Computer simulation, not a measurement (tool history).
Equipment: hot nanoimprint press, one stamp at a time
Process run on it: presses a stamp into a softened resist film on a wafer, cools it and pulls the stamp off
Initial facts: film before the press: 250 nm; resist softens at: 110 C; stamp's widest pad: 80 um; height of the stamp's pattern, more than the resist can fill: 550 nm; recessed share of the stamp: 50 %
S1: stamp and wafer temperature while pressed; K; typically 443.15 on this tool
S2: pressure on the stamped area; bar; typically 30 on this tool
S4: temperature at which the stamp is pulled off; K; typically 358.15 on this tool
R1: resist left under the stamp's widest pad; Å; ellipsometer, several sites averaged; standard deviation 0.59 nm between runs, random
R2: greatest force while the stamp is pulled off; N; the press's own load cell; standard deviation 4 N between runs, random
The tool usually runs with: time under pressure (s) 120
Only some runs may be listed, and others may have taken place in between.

run 1 day=0 | S1=443.15 S2=30 time_under_pressure_(s)=120 S4=358.15 | R1=1467 R2=199
run 2 day=1.6 | S1=443.15 S2=30 time_under_pressure_(s)=120 S4=358.15 | R1=1463 R2=197
run 3 day=3.254 | S1=443.15 S2=30 time_under_pressure_(s)=120 S4=358.15 | R1=1474 R2=208
run 4 day=5.075 | S1=443.15 S2=30 time_under_pressure_(s)=120 S4=358.15 | R1=1467 R2=207
run 5 day=6.7 | S1=443.15 S2=30 time_under_pressure_(s)=120 S4=357.15 | R1=1460 R2=212
run 6 day=7.612 | S1=443.15 S2=30 time_under_pressure_(s)=120 S4=357.15 | R1=1482 R2=204
run 7 day=8.896 | S1=443.15 S2=30 time_under_pressure_(s)=120 S4=357.15 | R1=1491 R2=218
run 8 day=9.925 | S1=443.15 S2=18.7 time_under_pressure_(s)=120 S4=358.15 | R1=1764 R2=204
run 9 day=11.096 | S1=443.15 S2=18.7 time_under_pressure_(s)=120 S4=358.15 | R1=1766 R2=209
run 10 day=12.217 | S1=443.15 S2=30 time_under_pressure_(s)=159 S4=358.15 | R1=1359 R2=212
run 11 day=13.058 | S1=443.15 S2=30 time_under_pressure_(s)=159 S4=358.15 | R1=1358 R2=222
run 12 day=14.633 | S1=443.15 S2=30 time_under_pressure_(s)=120 S4=346.15 | R1=1481 R2=234
run 13 day=16.05 | S1=443.15 S2=30 time_under_pressure_(s)=120 S4=346.15 | R1=1485 R2=239
run 14 day=17.917 | S1=443.15 S2=30 time_under_pressure_(s)=120 S4=346.15 | R1=1493 R2=241
run 15 day=19.012 | S1=443.15 S2=30 time_under_pressure_(s)=91 S4=358.15 | R1=1612 R2=218
-- day=19.554 press's hydraulic seals changed and the load cell set to zero
run 16 day=21.275 | S1=438.15 S2=30 time_under_pressure_(s)=71 S4=358.15 | R1=1899 R2=222
run 17 day=22.125 | S1=452.15 S2=24.5 time_under_pressure_(s)=84 S4=357.15 | R1=1403 R2=226
run 18 day=23.604 | S1=444.15 S2=33 time_under_pressure_(s)=219 S4=354.15 | R1=1126 R2=234
run 19 day=25.562 | S1=440.15 S2=30 time_under_pressure_(s)=216 S4=355.15 | R1=1349 R2=236
run 20 day=27.125 | S1=440.15 S2=30 time_under_pressure_(s)=216 S4=355.15 | R1=1358 R2=234
run 21 day=29.079 | S1=445.15 S2=30 time_under_pressure_(s)=120 S4=358.15 | R1=1409 R2=238
run 22 day=30.412 | S1=443.15 S2=35.2 time_under_pressure_(s)=140 S4=366.15 | R1=1325 R2=222
run 23 day=32.4 | S1=452.15 S2=29.9 time_under_pressure_(s)=120 S4=358.15 | R1=1154 R2=238
run 24 day=34.162 | S1=451.15 S2=20.9 time_under_pressure_(s)=120 S4=358.15 | R1=1410 R2=243
run 25 day=35.725 | S1=451.15 S2=20.9 time_under_pressure_(s)=120 S4=358.15 | R1=1403 R2=242
run 26 day=36.721 | S1=443.15 S2=33.9 time_under_pressure_(s)=120 S4=358.15 | R1=1430 R2=239
run 27 day=37.625 | S1=433.15 S2=33.9 time_under_pressure_(s)=101 S4=358.15 | R1=1942 R2=250
run 28 day=38.642 | S1=433.15 S2=33.9 time_under_pressure_(s)=204 S4=358.15 | R1=1654 R2=259
run 29 day=40.008 | S1=433.15 S2=27 time_under_pressure_(s)=220 S4=363.15 | R1=1756 R2=239

Consider 3 possible next runs. They are alternatives, not a sequence: every one starts from the tool as it was left by run 29. What does each give?
run A day=41.296 | S1=431.15 S2=19.8 time_under_pressure_(s)=120 S4=356.15 | R1=? R2=?
run B day=41.296 | S1=443.15 S2=22.5 time_under_pressure_(s)=120 S4=349.15 | R1=? R2=?
run C day=41.296 | S1=443.15 S2=20.3 time_under_pressure_(s)=120 S4=358.15 | R1=? R2=?

run=A R1=2190 R2=256
run=B R1=1682 R2=267
run=C R1=1749 R2=249
With no hidden state in the tool, these same runs would have given:
run=A R1=2149 R2=197
run=B R1=1625 R2=206
run=C R1=1693 R2=192

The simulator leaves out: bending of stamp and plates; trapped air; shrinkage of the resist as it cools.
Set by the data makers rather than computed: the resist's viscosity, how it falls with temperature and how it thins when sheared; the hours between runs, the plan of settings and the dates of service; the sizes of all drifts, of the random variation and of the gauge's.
